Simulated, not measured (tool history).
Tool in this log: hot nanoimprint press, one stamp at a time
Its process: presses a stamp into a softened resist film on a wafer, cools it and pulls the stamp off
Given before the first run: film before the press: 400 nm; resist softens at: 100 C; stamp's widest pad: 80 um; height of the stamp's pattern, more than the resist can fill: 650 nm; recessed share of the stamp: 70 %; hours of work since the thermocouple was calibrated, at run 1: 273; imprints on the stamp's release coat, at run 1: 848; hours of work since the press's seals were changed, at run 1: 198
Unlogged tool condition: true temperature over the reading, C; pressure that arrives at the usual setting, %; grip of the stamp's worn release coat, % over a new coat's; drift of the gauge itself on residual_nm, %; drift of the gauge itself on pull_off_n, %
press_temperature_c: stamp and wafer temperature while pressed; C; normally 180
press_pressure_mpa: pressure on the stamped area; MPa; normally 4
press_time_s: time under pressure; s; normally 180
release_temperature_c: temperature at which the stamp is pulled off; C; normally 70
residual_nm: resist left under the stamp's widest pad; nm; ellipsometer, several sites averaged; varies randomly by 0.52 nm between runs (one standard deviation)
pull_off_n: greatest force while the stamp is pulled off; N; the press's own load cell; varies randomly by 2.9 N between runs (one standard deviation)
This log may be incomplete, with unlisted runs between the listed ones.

run	hour	press_temperature_c	press_pressure_mpa	press_time_s	release_temperature_c	hours of work since the thermocouple was calibrated	imprints on the stamp's release coat	hours of work since the press's seals were changed	residual_nm	pull_off_n
1	0	180	4	180	70	273	848	198	179.9	188
2	18.9	180	4	133	70	282	880	207	197.3	186
3	44.9	180	4	133	70	294	925	219	197.7	183
4	70.9	169	4	180	70	307	969	232	266.3	187
5	91.7	169	4	180	70	317	1005	242	268.2	182
6	114.1	169	4	180	70	327	1043	252	268.3	187
# hour 121.9: stamp cleaned and given a new release coat
7	138.8	169	4	180	70	336	29	261	268	188
8	151.3	169	4	180	70	342	50	267	268.9	186
9	178.6	169	4	180	70	355	97	280	268.5	189
10	200.8	169	4	180	70	365	135	290	269.8	189
11	221.4	180	4	304	70	375	170	300	152	191
12	245.2	180	4	304	70	386	211	311	151.5	188
13	266.6	180	4	304	70	396	247	321	152.7	185
14	295	180	4	304	70	410	296	335	152.8	188
15	311.5	180	6.02	180	59	417	324	342	143.1	247
16	323.5	190	4	180	70	423	344	348	125.9	184
17	350.9	186	2.52	180	70	436	391	361	191.1	187
18	365.3	186	2.52	180	70	443	416	368	190.3	189
19	382.1	186	2.96	192	67	451	444	376	170.8	200
20	402.7	186	2.96	192	67	461	480	386	170.7	204
21	419.5	183	6.22	117	77	468	508	393	145.6	147
22	441.5	189	4	180	70	479	546	404	132.2	188
23	455.1	189	4	180	70	485	569	410	131.8	188
24	477.6	171	3.9	164	74	496	608	421	263.7	166
25	504.2	171	3.9	164	69	508	653	433	262.7	191

4 ways to go on from here, each from the tool as it stands after run 25. What would each give?
A	526.2	178	2.93	290	69	519	691	444	?	?
B	526.2	180	6.11	180	70	519	691	444	?	?
C	526.2	180	3.91	273	70	519	691	444	?	?
D	526.2	180	4	180	59	519	691	444	?	?

run	residual_nm	pull_off_n
A	200.8	192
B	142.1	186
C	160.7	185
D	182.5	249
Take away the tool's hidden state, keep each run's random variation, and the runs would have read:
run	residual_nm	pull_off_n
A	196.7	191
B	139.2	185
C	157.4	184
D	178.8	248
